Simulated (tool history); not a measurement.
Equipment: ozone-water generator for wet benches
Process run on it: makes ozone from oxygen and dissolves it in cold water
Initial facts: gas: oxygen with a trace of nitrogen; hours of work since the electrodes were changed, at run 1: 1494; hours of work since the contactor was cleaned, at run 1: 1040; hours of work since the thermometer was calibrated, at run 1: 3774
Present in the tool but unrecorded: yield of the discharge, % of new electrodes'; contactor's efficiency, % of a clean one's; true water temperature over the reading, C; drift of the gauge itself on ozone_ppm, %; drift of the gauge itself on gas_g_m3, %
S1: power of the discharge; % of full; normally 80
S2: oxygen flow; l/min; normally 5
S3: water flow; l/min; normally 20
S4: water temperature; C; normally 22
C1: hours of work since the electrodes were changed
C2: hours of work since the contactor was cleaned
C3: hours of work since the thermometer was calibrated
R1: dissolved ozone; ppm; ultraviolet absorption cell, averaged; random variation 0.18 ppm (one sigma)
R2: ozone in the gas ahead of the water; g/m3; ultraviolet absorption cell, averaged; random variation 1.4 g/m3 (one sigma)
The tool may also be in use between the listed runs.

Run 1, day 0: usual settings; C1 1494; C2 1040; C3 3774. Result: R1 26.1 ppm, R2 268 g/m3.
Run 2, day 1.942: usual settings but S1 65 % of full; C1 1528; C2 1074; C3 3808. Result: R1 21.8 ppm, R2 226.6 g/m3.
Run 3, day 3.4: usual settings but S1 65 % of full; C1 1554; C2 1100; C3 3833. Result: R1 22 ppm, R2 227.8 g/m3.
Run 4, day 4.412: usual settings but S1 65 % of full; C1 1572; C2 1118; C3 3851. Result: R1 22.1 ppm, R2 227.5 g/m3.
Run 5, day 6.392: usual settings but S2 4.89 l/min; C1 1607; C2 1153; C3 3886. Result: R1 25.5 ppm, R2 268.8 g/m3.
Run 6, day 8.617: usual settings but S2 4.89 l/min; C1 1646; C2 1192; C3 3925. Result: R1 25.9 ppm, R2 268 g/m3.
Run 7, day 9.658: usual settings but S2 4.89 l/min; C1 1664; C2 1210; C3 3943. Result: R1 26 ppm, R2 266.5 g/m3.
Run 8, day 11.367: usual settings but S2 4.89 l/min; C1 1694; C2 1240; C3 3974. Result: R1 26.3 ppm, R2 268.5 g/m3.
Run 9, day 13.842: usual settings but S2 4.89 l/min; C1 1738; C2 1284; C3 4017. Result: R1 25.6 ppm, R2 265.9 g/m3.
At day 14.329: water thermometer calibrated.
Run 10, day 16.012: usual settings but S2 4.89 l/min; C1 1775; C2 1322; C3 30. Result: R1 26 ppm, R2 264.4 g/m3.
Run 11, day 17.858: usual settings but S2 4.89 l/min; C1 1808; C2 1354; C3 62. Result: R1 25.9 ppm, R2 262.1 g/m3.
Run 12, day 19.092: usual settings but S2 7.5 l/min; C1 1830; C2 1376; C3 84. Result: R1 26.1 ppm, R2 215.3 g/m3.
Run 13, day 20.625: usual settings but S2 7.5 l/min; C1 1857; C2 1403; C3 111. Result: R1 25.8 ppm, R2 217.1 g/m3.
Run 14, day 22.471: usual settings but S3 24 l/min; C1 1889; C2 1435; C3 143. Result: R1 21.5 ppm, R2 260.8 g/m3.
Run 15, day 24.35: usual settings but S3 24 l/min; C1 1922; C2 1468; C3 176. Result: R1 21.7 ppm, R2 261 g/m3.
Run 16, day 26.325: usual settings but S2 8.57 l/min, S3 30 l/min; C1 1957; C2 1503; C3 211. Result: R1 18.3 ppm, R2 202.1 g/m3.
At day 26.538: gauge calibrated.
Run 17, day 27.612: usual settings but S2 8.57 l/min, S3 30 l/min; C1 1979; C2 1526; C3 234. Result: R1 18.1 ppm, R2 209.2 g/m3.
Run 18, day 29.75: usual settings but S2 8.57 l/min, S3 30 l/min; C1 2017; C2 1563; C3 271. Result: R1 18.3 ppm, R2 208.7 g/m3.
Run 19, day 30.783: usual settings but S1 54 % of full, S2 3.99 l/min, S3 31 l/min, S4 14 C; C1 2035; C2 1582; C3 290. Result: R1 12.7 ppm, R2 222.2 g/m3.
Run 20, day 32.433: usual settings but S1 86 % of full, S2 6.69 l/min, S3 30 l/min, S4 27 C; C1 2064; C2 1611; C3 319. Result: R1 17.9 ppm, R2 247 g/m3.
Run 21, day 34.012: usual settings but S2 6.45 l/min, S4 14 C; C1 2092; C2 1638; C3 346. Result: R1 29.5 ppm, R2 235.8 g/m3.
Run 22, day 35.771: usual settings but S1 46 % of full, S2 6.45 l/min, S3 28 l/min, S4 14 C; C1 2123; C2 1669; C3 377. Result: R1 14.1 ppm, R2 153.8 g/m3.
Run 23, day 37.65: usual settings but S1 46 % of full, S2 6.45 l/min, S3 28 l/min, S4 14 C; C1 2156; C2 1702; C3 410. Result: R1 13.9 ppm, R2 152.6 g/m3.
Run 24, day 38.921: usual settings but S3 22 l/min, S4 23 C; C1 2178; C2 1725; C3 433. Result: R1 23.1 ppm, R2 263.1 g/m3.
Run 25, day 41.279: usual settings but S3 22 l/min, S4 23 C; C1 2220; C2 1766; C3 474. Result: R1 22.9 ppm, R2 265.5 g/m3.
Run 26, day 42.321: usual settings but S1 68 % of full, S2 3.99 l/min; C1 2238; C2 1784; C3 492. Result: R1 22.5 ppm, R2 256.1 g/m3.
Run 27, day 43.779: usual settings but S3 22 l/min; C1 2264; C2 1810; C3 518. Result: R1 23.7 ppm, R2 262.1 g/m3.
Run 28, day 44.808: usual settings but S3 22 l/min; C1 2282; C2 1828; C3 536. Result: R1 23.6 ppm, R2 264.7 g/m3.
Run 29, day 46.95: usual settings but S1 95 % of full, S2 4.5 l/min, S3 14 l/min, S4 14 C; C1 2320; C2 1866; C3 574. Result: R1 44.5 ppm, R2 313.4 g/m3.

Table of differences, measured result less the result of that run with no hidden state. Run-to-run variation is the same in both. Gauge scatter possibly is not:
run    R2
  1  -0.1
  2  -0.5
  3  -0.9
  4  -1.1
  5  -1.9
  6  -2.5
  7  -2.8
  8  -3.3
  9    -4
 10  -4.6
 11  -5.1
 12  -4.5
 13  -4.9
 14  -6.4
 15  -6.9
 16  -5.8
 17  -0.3
 18  -0.8
 19    -1
 20  -1.6
 21    -2
 22  -1.6
 23  -1.8
 24  -3.6
 25  -4.3
 26  -4.4
 27  -4.9
 28  -5.3
 29  -7.1
R1: at most 0.1 ppm away from the measurement, every run.

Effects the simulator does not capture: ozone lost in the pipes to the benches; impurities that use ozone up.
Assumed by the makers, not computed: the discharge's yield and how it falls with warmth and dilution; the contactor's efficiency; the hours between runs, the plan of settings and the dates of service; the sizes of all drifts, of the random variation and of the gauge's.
